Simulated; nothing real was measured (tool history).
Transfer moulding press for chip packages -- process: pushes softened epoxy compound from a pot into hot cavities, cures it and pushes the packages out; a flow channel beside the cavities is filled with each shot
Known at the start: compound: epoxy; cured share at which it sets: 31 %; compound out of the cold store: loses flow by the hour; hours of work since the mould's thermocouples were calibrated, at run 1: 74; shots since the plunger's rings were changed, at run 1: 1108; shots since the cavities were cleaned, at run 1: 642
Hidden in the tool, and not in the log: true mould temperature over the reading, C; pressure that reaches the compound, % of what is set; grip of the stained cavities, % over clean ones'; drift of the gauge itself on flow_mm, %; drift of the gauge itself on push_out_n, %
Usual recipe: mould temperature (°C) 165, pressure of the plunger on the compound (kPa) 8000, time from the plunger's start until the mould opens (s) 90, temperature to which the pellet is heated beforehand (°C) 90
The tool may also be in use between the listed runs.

run	day	mould temperature (°C)	pressure of the plunger on the compound (kPa)	time from the plunger's start until the mould opens (s)	temperature to which the pellet is heated beforehand (°C)	hours of work since the mould's thermocouples were calibrated	shots since the plunger's rings were changed	shots since the cavities were cleaned	incoming compound's hours out of the cold store	length that the compound runs in the flow channel (mm)	greatest force on the pins that push the packages out (N)
1	0.000	165	8000	90	90	74	1108	642	31.9	645	396
# day 1.075: cavities cleaned with cleaning compound and waxed
2	2.208	160	8000	90	90	107	1829	381	39.8	628	479
3	3.396	165	8000	90	98	126	2227	779	25.1	668	405
# day 3.925: cavities cleaned with cleaning compound and waxed
4	4.975	165	8000	90	98	150	2737	351	35.7	633	386
5	6.212	165	8000	90	98	169	3154	768	27.3	662	398
# day 6.979: cavities cleaned with cleaning compound and waxed
6	7.783	165	6950	90	90	193	3660	270	45.3	563	387
# day 8.554: plunger's sealing rings changed
# day 9.950: cavities cleaned with cleaning compound and waxed
7	10.004	165	6950	90	90	225	467	19	29.7	609	391
8	12.692	165	8000	90	90	268	1370	922	35.0	634	405
# day 12.988: cavities cleaned with cleaning compound and waxed
9	14.554	157	8500	80	82	296	1975	527	38.2	659	801
# day 15.921: cavities cleaned with cleaning compound and waxed
10	16.908	163	7950	85	90	332	2745	332	39.0	625	456
11	18.662	165	8000	82	84	360	3334	921	45.8	602	437
# day 18.883: cavities cleaned with cleaning compound and waxed
# day 20.479: plunger's sealing rings changed
12	21.312	165	8000	82	84	399	280	782	24.4	673	456
# day 21.979: cavities cleaned with cleaning compound and waxed
13	23.938	165	9290	90	87	439	1141	658	10.1	777	427
# day 24.896: cavities cleaned with cleaning compound and waxed
14	26.000	159	8950	90	89	470	1813	370	47.5	643	508
# day 27.808: cavities cleaned with cleaning compound and waxed
15	28.092	165	6970	117	86	502	2495	94	33.3	600	371
16	30.400	165	6120	92	88	539	3271	870	29.9	569	381

Consider 4 possible next runs. They are alternatives, not a sequence: every one starts from the tool as it was left by run 16. What does each give?
# day 30.688: cavities cleaned with cleaning compound and waxed
A	32.138	172	6120	92	88	565	3834	487	38.4	?	?
# day 30.688: cavities cleaned with cleaning compound and waxed
B	32.138	165	6120	92	97	565	3834	487	39.4	?	?
# day 30.688: cavities cleaned with cleaning compound and waxed
C	32.138	165	8000	116	95	565	3834	487	30.8	?	?
# day 30.688: cavities cleaned with cleaning compound and waxed
D	32.138	168	6190	90	80	565	3834	487	27.1	?	?

run	length that the compound runs in the flow channel (mm)	greatest force on the pins that push the packages out (N)
A	537	368
B	543	396
C	648	370
D	577	388
Take away the tool's hidden state, keep each run's random variation, and the runs would have read:
run	length that the compound runs in the flow channel (mm)	greatest force on the pins that push the packages out (N)
A	537	363
B	543	391
C	649	366
D	577	383
